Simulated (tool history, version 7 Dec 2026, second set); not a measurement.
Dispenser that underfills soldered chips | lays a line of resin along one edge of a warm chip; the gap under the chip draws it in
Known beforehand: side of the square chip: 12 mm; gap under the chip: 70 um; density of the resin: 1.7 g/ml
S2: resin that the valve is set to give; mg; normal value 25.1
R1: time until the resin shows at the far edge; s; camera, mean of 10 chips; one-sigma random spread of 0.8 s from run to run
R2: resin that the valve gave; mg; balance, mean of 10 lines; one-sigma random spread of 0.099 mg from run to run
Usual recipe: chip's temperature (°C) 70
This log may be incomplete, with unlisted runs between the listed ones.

{"run": 1, "hour": 0.0, "chip's temperature (°C)": 70, "S2": 25.1, "R1": 109.0, "R2": 24.62}
{"hour": 3.6, "done": "new syringe of resin"}
{"run": 2, "hour": 3.6, "chip's temperature (°C)": 70, "S2": 25.1, "R1": 76.0, "R2": 24.5}
{"run": 3, "hour": 8.9, "chip's temperature (°C)": 59, "S2": 25.1, "R1": 176.4, "R2": 24.53}
{"hour": 14.3, "done": "new syringe of resin"}
{"run": 4, "hour": 15.5, "chip's temperature (°C)": 70, "S2": 25.1, "R1": 78.8, "R2": 24.64}
{"run": 5, "hour": 21.0, "chip's temperature (°C)": 75, "S2": 25.1, "R1": 84.8, "R2": 24.41}
{"run": 6, "hour": 23.9, "chip's temperature (°C)": 75, "S2": 25.1, "R1": 97.1, "R2": 24.52}
{"hour": 24.6, "done": "new syringe of resin"}
{"run": 7, "hour": 29.1, "chip's temperature (°C)": 75, "S2": 25.1, "R1": 74.7, "R2": 24.58}
{"run": 8, "hour": 33.7, "chip's temperature (°C)": 75, "S2": 25.1, "R1": 97.4, "R2": 24.26}
{"hour": 35.3, "done": "new syringe of resin"}
{"run": 9, "hour": 37.7, "chip's temperature (°C)": 75, "S2": 25.1, "R1": 67.0, "R2": 24.33}
{"hour": 41.1, "done": "dispensing valve cleaned and set on the balance"}
{"run": 10, "hour": 45.5, "chip's temperature (°C)": 70, "S2": 22.9, "R1": 125.7, "R2": 22.63}
{"hour": 47.0, "done": "new syringe of resin"}
{"run": 11, "hour": 52.4, "chip's temperature (°C)": 70, "S2": 22.9, "R1": 104.4, "R2": 22.79}
{"run": 12, "hour": 56.7, "chip's temperature (°C)": 70, "S2": 22.9, "R1": 134.1, "R2": 22.78}
{"hour": 57.7, "done": "new syringe of resin"}
{"run": 13, "hour": 60.2, "chip's temperature (°C)": 70, "S2": 25.1, "R1": 90.5, "R2": 24.88}
{"run": 14, "hour": 64.3, "chip's temperature (°C)": 70, "S2": 25.1, "R1": 112.4, "R2": 24.81}
{"hour": 68.4, "done": "new syringe of resin"}
{"run": 15, "hour": 68.5, "chip's temperature (°C)": 70, "S2": 25.1, "R1": 75.3, "R2": 24.63}
{"run": 16, "hour": 71.9, "chip's temperature (°C)": 59, "S2": 25.1, "R1": 157.4, "R2": 24.62}
{"run": 17, "hour": 75.7, "chip's temperature (°C)": 66, "S2": 29.5, "R1": 133.0, "R2": 29.1}
{"hour": 78.7, "done": "new syringe of resin"}
{"run": 18, "hour": 82.3, "chip's temperature (°C)": 66, "S2": 29.5, "R1": 109.1, "R2": 28.83}
{"hour": 89.4, "done": "new syringe of resin"}
{"run": 19, "hour": 89.6, "chip's temperature (°C)": 77, "S2": 25.1, "R1": 53.9, "R2": 24.54}
{"run": 20, "hour": 94.7, "chip's temperature (°C)": 77, "S2": 25.1, "R1": 70.8, "R2": 24.49}
{"hour": 100.0, "done": "new syringe of resin"}
{"run": 21, "hour": 101.2, "chip's temperature (°C)": 77, "S2": 25.1, "R1": 59.2, "R2": 24.28}
{"run": 22, "hour": 107.2, "chip's temperature (°C)": 77, "S2": 25.1, "R1": 84.2, "R2": 24.36}
{"hour": 110.3, "done": "new syringe of resin"}
{"run": 23, "hour": 113.1, "chip's temperature (°C)": 77, "S2": 25.1, "R1": 64.9, "R2": 24.26}
{"run": 24, "hour": 117.4, "chip's temperature (°C)": 72, "S2": 32.1, "R1": 100.9, "R2": 30.9}
{"hour": 120.6, "done": "new syringe of resin"}
{"run": 25, "hour": 122.0, "chip's temperature (°C)": 72, "S2": 32.1, "R1": 72.5, "R2": 31.02}
{"hour": 126.7, "done": "dispensing valve cleaned and set on the balance"}
{"run": 26, "hour": 129.7, "chip's temperature (°C)": 84, "S2": 32.2, "R1": 59.8, "R2": 32.14}
{"hour": 132.1, "done": "new syringe of resin"}
{"run": 27, "hour": 136.5, "chip's temperature (°C)": 81, "S2": 29.7, "R1": 56.9, "R2": 29.64}
{"run": 28, "hour": 139.7, "chip's temperature (°C)": 59, "S2": 29.7, "R1": 197.3, "R2": 29.58}
{"hour": 142.8, "done": "new syringe of resin"}
{"run": 29, "hour": 144.7, "chip's temperature (°C)": 81, "S2": 29.2, "R1": 50.6, "R2": 28.87}

What if the next run were any one of these 3? Each begins from the tool's condition after run 29:
{"run": "A", "hour": 148.2, "chip's temperature (°C)": 62, "S2": 29.2, "R1": "?", "R2": "?"}
{"run": "B", "hour": 148.2, "chip's temperature (°C)": 79, "S2": 25.1, "R1": "?", "R2": "?"}
{"run": "C", "hour": 148.2, "chip's temperature (°C)": 72, "S2": 21.5, "R1": "?", "R2": "?"}

run=A R1=151.5 R2=28.95
run=B R1=68.9 R2=24.98
run=C R1=98.7 R2=21.32
Without the tool's hidden state the same runs would have given:
run=A R1=107.6 R2=29.22
run=B R1=49.2 R2=25.21
run=C R1=70.0 R2=21.52
